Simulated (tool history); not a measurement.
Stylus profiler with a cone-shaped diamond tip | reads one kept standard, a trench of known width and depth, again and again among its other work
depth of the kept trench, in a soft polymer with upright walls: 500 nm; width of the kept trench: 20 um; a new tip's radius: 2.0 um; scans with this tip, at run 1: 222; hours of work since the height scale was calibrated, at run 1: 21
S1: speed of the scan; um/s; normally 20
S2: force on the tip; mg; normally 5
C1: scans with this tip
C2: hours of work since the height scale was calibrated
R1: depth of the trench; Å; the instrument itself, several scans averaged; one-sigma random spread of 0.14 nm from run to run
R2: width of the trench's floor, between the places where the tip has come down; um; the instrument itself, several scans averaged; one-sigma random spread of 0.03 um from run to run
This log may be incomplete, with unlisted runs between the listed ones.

run 1 hour=0 | S1=20 S2=5 | C1=222 C2=21 | R1=5132.8 R2=17.22
run 2 hour=76.8 | S1=20 S2=5 | C1=707 C2=66 | R1=5133.6 R2=17.17
run 3 hour=223 | S1=33 S2=5 | C1=1631 C2=153 | R1=5129 R2=17.05
run 4 hour=342.4 | S1=20 S2=5 | C1=2386 C2=224 | R1=5126 R2=17.06
run 5 hour=404 | S1=20 S2=5 | C1=2775 C2=260 | R1=5124.4 R2=17.02
-- hour=411.6 height scale calibrated on a step standard
run 6 hour=474.4 | S1=17 S2=5 | C1=3217 C2=37 | R1=5123.6 R2=17.01
run 7 hour=614.4 | S1=8 S2=9.14 | C1=4102 C2=120 | R1=5186.9 R2=16.99
run 8 hour=743.6 | S1=8 S2=9.14 | C1=4919 C2=197 | R1=5185.6 R2=16.92
run 9 hour=822.4 | S1=79 S2=13.7 | C1=5417 C2=244 | R1=5244.7 R2=16.74
run 10 hour=941.4 | S1=45 S2=13.7 | C1=6169 C2=314 | R1=5242.4 R2=16.76

5 ways to go on from here, each from the tool as it stands after run 10. What would each give?
-- hour=985 height scale calibrated on a step standard, once more
run A hour=1020.3 | S1=13 S2=8.04 | C1=6665 C2=21 | R1=? R2=?
-- hour=985 height scale calibrated on a step standard, once more
run B hour=1020.3 | S1=6 S2=3.17 | C1=6665 C2=21 | R1=? R2=?
-- hour=985 height scale calibrated on a step standard, once more
run C hour=1020.3 | S1=72 S2=8.92 | C1=6665 C2=21 | R1=? R2=?
-- hour=985 height scale calibrated on a step standard, once more
run D hour=1020.3 | S1=12 S2=3.24 | C1=6665 C2=21 | R1=? R2=?
-- hour=985 height scale calibrated on a step standard, once more
run E hour=1020.3 | S1=20 S2=2.27 | C1=6665 C2=21 | R1=? R2=?

run=A R1=5181.9 R2=16.8
run=B R1=5095.3 R2=16.75
run=C R1=5193.2 R2=16.64
run=D R1=5100.1 R2=16.74
run=E R1=5078.5 R2=16.71
Without the tool's unlogged condition, the same runs would have read:
run=A R1=5180.5 R2=17.32
run=B R1=5093.8 R2=17.26
run=C R1=5191.8 R2=17.15
run=D R1=5098.7 R2=17.25
run=E R1=5077.1 R2=17.23
